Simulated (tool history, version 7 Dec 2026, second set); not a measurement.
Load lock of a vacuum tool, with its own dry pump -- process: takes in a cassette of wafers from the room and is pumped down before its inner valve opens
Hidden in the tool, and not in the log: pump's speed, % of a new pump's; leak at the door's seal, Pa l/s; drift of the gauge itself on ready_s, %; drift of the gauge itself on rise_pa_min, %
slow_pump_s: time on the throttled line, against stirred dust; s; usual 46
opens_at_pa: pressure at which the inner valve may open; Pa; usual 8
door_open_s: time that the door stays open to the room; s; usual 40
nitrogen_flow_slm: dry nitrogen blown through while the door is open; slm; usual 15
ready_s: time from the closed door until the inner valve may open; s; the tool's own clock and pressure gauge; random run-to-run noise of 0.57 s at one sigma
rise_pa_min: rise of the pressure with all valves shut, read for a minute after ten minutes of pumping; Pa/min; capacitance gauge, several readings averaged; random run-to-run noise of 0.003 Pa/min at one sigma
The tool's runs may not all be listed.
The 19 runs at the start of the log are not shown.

run	day	slow_pump_s	opens_at_pa	door_open_s	nitrogen_flow_slm	hours that the pump has run since its overhaul	times that the door has closed on its seal	incoming humidity of the room's air, %	ready_s	rise_pa_min
20	94.65	50	8	40	15	6174	11186	44.4	89.7	0.12
21	100.096	24	11	146	14	6304	11392	39.4	70.2	0.144
22	105.821	24	11	146	14	6442	11610	44.9	69.5	0.156
23	109.129	24	11	146	6	6521	11735	48.3	70	0.185
24	114.192	46	9	53	15	6643	11927	47.2	86.8	0.134
25	120.138	46	9	53	15	6785	12153	45.2	87.7	0.133
26	125.842	46	9	53	15	6922	12370	43.4	86.9	0.135
27	130.221	46	14	51	15	7027	12536	44.3	85.1	0.139
28	132.888	44	14	76	11	7091	12637	43.8	84.1	0.156
29	137.704	52	10	26	10	7207	12820	46.1	92.3	0.134
30	141.671	46	15	35	15	7302	12971	47.2	85.3	0.135
31	147.675	46	8	170	38	7446	13198	44.2	89.2	0.144
32	152.388	46	8	170	38	7559	13377	44.6	88.2	0.151
33	158.1	46	8	170	38	7697	13594	43.4	89.2	0.159
34	163.679	44	9	45	29	7830	13806	45.3	86.8	0.144
35	168.342	24	9	69	17	7942	13983	45	73.7	0.161
36	173.117	24	9	69	17	8057	14164	43	73.8	0.161
37	176.912	24	9	69	17	8148	14308	44.5	72.6	0.16
38	182.608	24	9	95	17	8285	14525	44	75	0.168

What if the next run were any one of these 3? Each begins from the tool's condition after run 38:
A	186.075	24	9	57	7	8368	14656	44.2	?	?
B	186.075	24	13	98	15	8368	14656	47.1	?	?
C	186.075	86	8	152	15	8368	14656	48	?	?

run	ready_s	rise_pa_min
A	74	0.174
B	71.8	0.182
C	117.8	0.198
Without the tool's unlogged condition, the same runs would have read:
run	ready_s	rise_pa_min
A	64.5	0.057
B	62.7	0.064
C	111.5	0.08
